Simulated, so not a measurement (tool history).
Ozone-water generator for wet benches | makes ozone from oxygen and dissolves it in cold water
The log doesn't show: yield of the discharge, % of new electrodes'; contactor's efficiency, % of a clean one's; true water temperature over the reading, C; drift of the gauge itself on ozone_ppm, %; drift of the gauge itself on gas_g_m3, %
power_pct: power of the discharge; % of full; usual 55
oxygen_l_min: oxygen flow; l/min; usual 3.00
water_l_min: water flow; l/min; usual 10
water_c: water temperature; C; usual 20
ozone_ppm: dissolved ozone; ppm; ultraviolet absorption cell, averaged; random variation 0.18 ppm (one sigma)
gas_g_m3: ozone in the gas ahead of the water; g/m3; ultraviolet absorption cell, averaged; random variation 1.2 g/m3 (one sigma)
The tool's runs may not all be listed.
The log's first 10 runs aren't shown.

run,hour,power_pct,oxygen_l_min,water_l_min,water_c,hours of work since the electrodes were changed,hours of work since the contactor was cleaned,hours of work since the thermometer was calibrated,ozone_ppm,gas_g_m3
11,624.2,55,3.00,10,20,2227,3173,2660,25.6,209.2
12,682.0,55,3.00,7,20,2263,3209,2696,31.8,208.9
13,716.8,55,3.00,7,20,2284,3231,2717,31.7,211.0
14,779.6,55,3.00,7,20,2324,3270,2757,31.4,209.8
15,846.3,55,3.00,7,20,2365,3312,2798,31.5,212.1
16,893.5,55,3.00,8,20,2395,3342,2828,29.1,210.2
17,941.5,55,3.00,8,20,2425,3372,2858,29.3,212.1
18,977.3,50,3.00,8,20,2447,3394,2880,27.2,199.5
19,1029.9,50,3.00,8,20,2480,3427,2913,27.6,197.8
20,1110.3,74,2.92,9,20,2530,3477,2963,33.0,262.9
21,1192.0,74,2.92,12,20,2581,3528,3014,27.0,259.9
22,1275.6,61,2.62,6,14,2633,3580,3066,42.1,245.1
23,1353.4,61,2.62,6,14,2682,3629,3115,41.4,244.2

Forecast run 24:
24,1419.6,61,2.62,6,14,2723,3670,3156,?,?

Run 24 gave ozone_ppm 41.8 ppm, gas_g_m3 246.0 g/m3.
Without the tool's hidden state the same run would have given ozone_ppm 41.9 ppm, gas_g_m3 239.9 g/m3.

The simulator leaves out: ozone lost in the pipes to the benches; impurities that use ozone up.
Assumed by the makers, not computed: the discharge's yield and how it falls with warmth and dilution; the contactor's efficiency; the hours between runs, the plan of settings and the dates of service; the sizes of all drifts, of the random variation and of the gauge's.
